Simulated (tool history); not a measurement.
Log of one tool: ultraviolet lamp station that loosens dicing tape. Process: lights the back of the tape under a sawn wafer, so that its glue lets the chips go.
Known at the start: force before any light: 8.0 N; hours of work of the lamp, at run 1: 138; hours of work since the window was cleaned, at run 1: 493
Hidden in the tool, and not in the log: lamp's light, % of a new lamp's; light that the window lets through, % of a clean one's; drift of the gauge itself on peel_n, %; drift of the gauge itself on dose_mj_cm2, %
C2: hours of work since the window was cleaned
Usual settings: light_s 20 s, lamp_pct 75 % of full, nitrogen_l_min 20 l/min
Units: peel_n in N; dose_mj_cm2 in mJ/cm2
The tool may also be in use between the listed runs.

Run 1, hour 0.0: usual settings; hours of work of the lamp 138; C2 493. Result: peel_n 0.406 N, dose_mj_cm2 232 mJ/cm2.
Run 2, hour 4.1: usual settings; hours of work of the lamp 140; C2 495. Result: peel_n 0.414 N, dose_mj_cm2 234 mJ/cm2.
Run 3, hour 10.3: usual settings; hours of work of the lamp 143; C2 498. Result: peel_n 0.411 N, dose_mj_cm2 231 mJ/cm2.
Run 4, hour 19.6: usual settings; hours of work of the lamp 147; C2 502. Result: peel_n 0.404 N, dose_mj_cm2 235 mJ/cm2.
Run 5, hour 27.4: usual settings but nitrogen_l_min 34 l/min; hours of work of the lamp 151; C2 506. Result: peel_n 0.324 N, dose_mj_cm2 229 mJ/cm2.
Run 6, hour 33.9: usual settings but nitrogen_l_min 34 l/min; hours of work of the lamp 154; C2 509. Result: peel_n 0.336 N, dose_mj_cm2 234 mJ/cm2.
Run 7, hour 38.5: usual settings but nitrogen_l_min 34 l/min; hours of work of the lamp 156; C2 511. Result: peel_n 0.334 N, dose_mj_cm2 226 mJ/cm2.
Run 8, hour 43.7: usual settings but nitrogen_l_min 22 l/min; hours of work of the lamp 159; C2 514. Result: peel_n 0.394 N, dose_mj_cm2 229 mJ/cm2.
Run 9, hour 50.5: usual settings; hours of work of the lamp 162; C2 517. Result: peel_n 0.408 N, dose_mj_cm2 231 mJ/cm2.
Run 10, hour 54.9: usual settings; hours of work of the lamp 164; C2 519. Result: peel_n 0.406 N, dose_mj_cm2 228 mJ/cm2.
Run 11, hour 58.7: usual settings but lamp_pct 63 % of full; hours of work of the lamp 166; C2 521. Result: peel_n 0.563 N, dose_mj_cm2 195 mJ/cm2.
Run 12, hour 64.8: usual settings but lamp_pct 63 % of full; hours of work of the lamp 169; C2 524. Result: peel_n 0.582 N, dose_mj_cm2 193 mJ/cm2.
Run 13, hour 69.7: usual settings but light_s 21 s, lamp_pct 63 % of full; hours of work of the lamp 171; C2 526. Result: peel_n 0.538 N, dose_mj_cm2 200 mJ/cm2.
Run 14, hour 75.5: usual settings; hours of work of the lamp 174; C2 529. Result: peel_n 0.409 N, dose_mj_cm2 225 mJ/cm2.
Run 15, hour 81.3: usual settings but light_s 22 s, lamp_pct 83 % of full; hours of work of the lamp 177; C2 532. Result: peel_n 0.299 N, dose_mj_cm2 276 mJ/cm2.
Run 16, hour 86.5: usual settings but light_s 22 s, lamp_pct 83 % of full; hours of work of the lamp 179; C2 534. Result: peel_n 0.302 N, dose_mj_cm2 278 mJ/cm2.
Run 17, hour 92.9: usual settings but lamp_pct 69 % of full, nitrogen_l_min 9 l/min; hours of work of the lamp 182; C2 537. Result: peel_n 0.770 N, dose_mj_cm2 213 mJ/cm2.
Run 18, hour 101.0: usual settings but lamp_pct 63 % of full, nitrogen_l_min 24 l/min; hours of work of the lamp 186; C2 541. Result: peel_n 0.546 N, dose_mj_cm2 192 mJ/cm2.
Run 19, hour 108.4: usual settings but light_s 13 s, lamp_pct 66 % of full; hours of work of the lamp 190; C2 544. Result: peel_n 1.214 N, dose_mj_cm2 128 mJ/cm2.
Run 20, hour 113.8: usual settings but light_s 31 s, nitrogen_l_min 8 l/min; hours of work of the lamp 192; C2 547. Result: peel_n 0.319 N, dose_mj_cm2 352 mJ/cm2.
Run 21, hour 121.4: usual settings but light_s 23 s, nitrogen_l_min 10 l/min; hours of work of the lamp 196; C2 551. Result: peel_n 0.469 N, dose_mj_cm2 260 mJ/cm2.
Run 22, hour 126.9: usual settings but lamp_pct 78 % of full, nitrogen_l_min 23 l/min; hours of work of the lamp 198; C2 553. Result: peel_n 0.367 N, dose_mj_cm2 240 mJ/cm2.
Run 23, hour 130.8: usual settings but lamp_pct 78 % of full, nitrogen_l_min 23 l/min; hours of work of the lamp 200; C2 555. Result: peel_n 0.363 N, dose_mj_cm2 233 mJ/cm2.
Run 24, hour 136.5: usual settings but lamp_pct 78 % of full, nitrogen_l_min 23 l/min; hours of work of the lamp 203; C2 558. Result: peel_n 0.367 N, dose_mj_cm2 235 mJ/cm2.
Run 25, hour 141.5: usual settings but lamp_pct 78 % of full, nitrogen_l_min 23 l/min; hours of work of the lamp 205; C2 560. Result: peel_n 0.372 N, dose_mj_cm2 238 mJ/cm2.
Run 26, hour 149.7: usual settings but light_s 17 s, lamp_pct 82 % of full, nitrogen_l_min 15 l/min; hours of work of the lamp 209; C2 564. Result: peel_n 0.569 N, dose_mj_cm2 206 mJ/cm2.
Run 27, hour 154.3: usual settings but light_s 17 s, lamp_pct 82 % of full, nitrogen_l_min 15 l/min; hours of work of the lamp 211; C2 566. Result: peel_n 0.560 N, dose_mj_cm2 204 mJ/cm2.

4 ways to go on from here, each from the tool as it stands after run 27. What would each give?
Run A, hour 163.2: usual settings but light_s 21 s, lamp_pct 82 % of full, nitrogen_l_min 21 l/min; hours of work of the lamp 216; C2 570. Result: peel_n ?, dose_mj_cm2 ?.
Run B, hour 163.2: usual settings but light_s 13 s, lamp_pct 84 % of full, nitrogen_l_min 26 l/min; hours of work of the lamp 216; C2 570. Result: peel_n ?, dose_mj_cm2 ?.
Run C, hour 163.2: usual settings but light_s 17 s, lamp_pct 92 % of full, nitrogen_l_min 8 l/min; hours of work of the lamp 216; C2 570. Result: peel_n ?, dose_mj_cm2 ?.
Run D, hour 163.2: usual settings but light_s 11 s, lamp_pct 61 % of full, nitrogen_l_min 11 l/min; hours of work of the lamp 216; C2 570. Result: peel_n ?, dose_mj_cm2 ?.

run  peel_n  dose_mj_cm2
  A   0.330          259
  B   0.662          163
  C   0.665          236
  D   2.326          100
Without the tool's hidden state the same runs would have given:
run  peel_n  dose_mj_cm2
  A   0.265          303
  B   0.483          192
  C   0.483          277
  D   1.886          117
